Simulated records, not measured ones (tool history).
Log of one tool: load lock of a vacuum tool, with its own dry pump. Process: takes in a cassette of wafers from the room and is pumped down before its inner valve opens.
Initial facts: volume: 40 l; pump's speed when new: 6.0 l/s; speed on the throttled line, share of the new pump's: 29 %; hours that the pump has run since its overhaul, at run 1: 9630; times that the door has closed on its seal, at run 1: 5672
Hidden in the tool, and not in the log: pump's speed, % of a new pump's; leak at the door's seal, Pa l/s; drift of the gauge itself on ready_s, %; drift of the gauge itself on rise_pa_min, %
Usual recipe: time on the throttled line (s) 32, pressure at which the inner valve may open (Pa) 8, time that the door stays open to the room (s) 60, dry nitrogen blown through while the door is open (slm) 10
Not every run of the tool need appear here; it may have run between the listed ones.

| run | hour | time on the throttled line (s) | pressure at which the inner valve may open (Pa) | time that the door stays open to the room (s) | dry nitrogen blown through while the door is open (slm) | hours that the pump has run since its overhaul | times that the door has closed on its seal | incoming humidity of the room's air, % | time from the closed door until the inner valve may open (s) | rise of the pressure with all valves shut (Pa/min) |
|---|---|---|---|---|---|---|---|---|---|---|
| 1 | 0 | 32 | 8 | 60 | 10 | 9630 | 5672 | 40.1 | 90.3 | 0.057 |
| 2 | 402.7 | 32 | 8 | 60 | 10 | 10033 | 6236 | 47.5 | 92.2 | 0.063 |
| 3 | 779.9 | 32 | 8 | 60 | 10 | 10410 | 6765 | 47.4 | 91.8 | 0.07 |
| 4 | 999.3 | 46 | 8 | 60 | 10 | 10630 | 7072 | 44.8 | 100.9 | 0.066 |
| 5 | 1285.7 | 46 | 8 | 60 | 10 | 10916 | 7473 | 43.2 | 102.4 | 0.064 |
| 6 | 1635.7 | 46 | 8 | 60 | 10 | 11266 | 7963 | 44.2 | 102.7 | 0.069 |
| 7 | 2031.7 | 32 | 7 | 60 | 10 | 11662 | 8518 | 46.7 | 94.1 | 0.074 |
| 8 | 2380.1 | 32 | 7 | 60 | 10 | 12010 | 9006 | 48.1 | 93 | 0.086 |
| 9 | 2720.8 | 32 | 8 | 60 | 10 | 12351 | 9483 | 43.6 | 92.4 | 0.083 |
| 10 | 3011.1 | 32 | 8 | 60 | 10 | 12642 | 9890 | 42.8 | 93.2 | 0.084 |
| 11 | 3346.8 | 32 | 8 | 60 | 10 | 12977 | 10360 | 46.8 | 93.9 | 0.089 |
| 12 | 3672.8 | 32 | 8 | 60 | 10 | 13303 | 10816 | 47.8 | 94.6 | 0.097 |
| 13 | 4048.7 | 32 | 8 | 60 | 10 | 13679 | 11343 | 46.8 | 93.8 | 0.098 |
| 14 | 4351.6 | 32 | 8 | 60 | 10 | 13982 | 11767 | 46.1 | 93.4 | 0.105 |
| 15 | 4667.1 | 46 | 13 | 129 | 10 | 14297 | 12209 | 45.8 | 99.3 | 0.124 |
| 16 | 4950.1 | 46 | 6 | 129 | 34 | 14580 | 12605 | 45.1 | 105.8 | 0.114 |
|  | 5014.4 | dry pump taken out, an overhauled one fitted |
| 17 | 5306.1 | 46 | 6 | 129 | 34 | 292 | 13095 | 44.8 | 99.9 | 0.119 |
| 18 | 5484.8 | 32 | 7 | 238 | 10 | 470 | 13346 | 43.7 | 89 | 0.155 |
| 19 | 5664.2 | 52 | 8 | 60 | 8 | 650 | 13597 | 45.3 | 101.7 | 0.122 |
| 20 | 6031 | 32 | 7 | 139 | 31 | 1017 | 14111 | 46.5 | 88.9 | 0.133 |
| 21 | 6270.4 | 36 | 7 | 107 | 7 | 1256 | 14446 | 45.9 | 90.4 | 0.144 |
| 22 | 6458.7 | 18 | 15 | 27 | 18 | 1444 | 14710 | 42.9 | 73.2 | 0.116 |
| 23 | 6654.9 | 18 | 15 | 27 | 18 | 1641 | 14984 | 45.2 | 73.9 | 0.112 |
| 24 | 6900.7 | 32 | 10 | 148 | 12 | 1886 | 15329 | 44.6 | 87.2 | 0.157 |
| 25 | 7200.6 | 32 | 8 | 60 | 27 | 2186 | 15749 | 43.4 | 87.1 | 0.127 |
| 26 | 7506.8 | 32 | 7 | 104 | 27 | 2492 | 16177 | 43.7 | 89 | 0.146 |
| 27 | 7762.9 | 34 | 13 | 108 | 31 | 2749 | 16536 | 45.5 | 86.2 | 0.142 |
| 28 | 8002.8 | 30 | 8 | 35 | 28 | 2988 | 16872 | 41.4 | 87.4 | 0.128 |

Results per run with the tool's hidden condition removed, run-to-run variation unchanged:
| run | time from the closed door until the inner valve may open (s) | rise of the pressure with all valves shut (Pa/min) |
|---|---|---|
| 1 | 85.6 | 0.029 |
| 2 | 87.1 | 0.032 |
| 3 | 86.6 | 0.036 |
| 4 | 95.9 | 0.031 |
| 5 | 97.1 | 0.027 |
| 6 | 97.2 | 0.027 |
| 7 | 87.9 | 0.03 |
| 8 | 86.6 | 0.036 |
| 9 | 86.1 | 0.031 |
| 10 | 86.7 | 0.029 |
| 11 | 86.9 | 0.03 |
| 12 | 87.4 | 0.035 |
| 13 | 86.4 | 0.031 |
| 14 | 85.8 | 0.035 |
| 15 | 92.8 | 0.049 |
| 16 | 98.2 | 0.036 |
| 17 | 99.6 | 0.037 |
| 18 | 88.4 | 0.073 |
| 19 | 101.1 | 0.036 |
| 20 | 88.1 | 0.042 |
| 21 | 89.5 | 0.052 |
| 22 | 72.2 | 0.019 |
| 23 | 72.8 | 0.014 |
| 24 | 86 | 0.055 |
| 25 | 85.7 | 0.021 |
| 26 | 87.4 | 0.035 |
| 27 | 84.7 | 0.027 |
| 28 | 85.5 | 0.01 |
